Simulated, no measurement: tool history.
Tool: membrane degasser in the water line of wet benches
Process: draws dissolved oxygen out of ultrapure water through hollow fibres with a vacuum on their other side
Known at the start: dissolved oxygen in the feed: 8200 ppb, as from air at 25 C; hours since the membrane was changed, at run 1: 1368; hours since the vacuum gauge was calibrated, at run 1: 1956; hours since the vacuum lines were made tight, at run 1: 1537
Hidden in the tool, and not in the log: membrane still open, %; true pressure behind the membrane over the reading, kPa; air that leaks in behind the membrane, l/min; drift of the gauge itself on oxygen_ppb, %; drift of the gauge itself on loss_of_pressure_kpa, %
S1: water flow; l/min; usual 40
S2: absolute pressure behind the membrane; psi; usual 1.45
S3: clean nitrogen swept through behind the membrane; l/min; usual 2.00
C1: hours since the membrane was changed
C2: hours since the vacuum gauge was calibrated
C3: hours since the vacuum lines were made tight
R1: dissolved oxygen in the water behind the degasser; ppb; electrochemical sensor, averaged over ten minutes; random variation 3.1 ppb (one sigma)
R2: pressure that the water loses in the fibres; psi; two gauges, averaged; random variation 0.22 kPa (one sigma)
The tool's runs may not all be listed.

run    hour  S1    S2    S3    C1    C2    C3     R1      R2
  1     0.0  40  1.45  2.00  1368  1956  1537  314.1   8.031
  2   139.9  40  1.45  2.00  1508  2095  1677  323.7   8.068
  3   233.2  40  1.45  2.00  1601  2189  1770  314.1   8.038
  4   319.2  40  1.45  2.00  1687  2275  1856  322.3   8.073
  5   383.0  40  1.45  2.00  1751  2339  1920  319.3   8.068
  6   489.4  40  1.45  2.00  1858  2445  2026  320.5   8.076
  7   568.3  40  1.45  2.98  1937  2524  2105  233.9   8.087
  8   702.2  40  1.38  2.00  2070  2658  2239  297.4   8.137
  9   806.2  40  1.38  2.00  2174  2762  2343  303.8   8.041
 10   933.0  40  1.38  2.00  2301  2889  2470  301.5   8.186
 11  1069.1  40  0.99  2.00  2437  3025  2606  189.3   8.205
 12  1168.4  40  0.99  2.00  2537  3124  2705  190.5   8.164
 13  1251.7  40  1.45  3.09  2620  3207  2789  228.4   8.095
     1262.2  -- seals of the vacuum lines changed
 14  1337.0  40  1.45  3.09  2703  3290    75  225.7   8.211
 15  1468.5  40  1.45  3.81  2835  3422   206  189.3   8.224
 16  1601.1  55  1.45  3.81  2967  3555   339  272.5  11.258
 17  1737.4  55  1.45  3.81  3104  3691   475  271.6  11.294
 18  1809.0  30  1.15  5.00  3175  3763   547   78.6   6.215
 19  1892.5  28  3.07  5.00  3259  3846   630  250.0   5.775
 20  2006.6  32  0.87  5.00  3373  3960   744   56.9   6.646
 21  2093.1  58  2.48  2.00  3459  4047   831  851.2  12.057
 22  2228.2  58  2.48  2.00  3594  4182   966  846.4  12.024
 23  2292.0  58  2.48  2.00  3658  4246  1030  854.1  11.992
 24  2387.9  58  2.48  2.00  3754  4341  1126  850.2  12.027
 25  2544.3  58  2.48  2.00  3911  4498  1282  860.8  12.083
 26  2681.1  58  2.48  2.00  4047  4635  1419  842.2  12.082
 27  2756.4  44  1.45  3.05  4123  4710  1494  263.4   9.181

Forecast run 28:
 28  2820.0  44  1.45  0.84  4186  4774  1558   ?   ?

R1: 707.4 ppb
R2: 9.190 psi
Without the tool's hidden state the same run would have given R1 648.4 ppb, R2 8.720 psi.
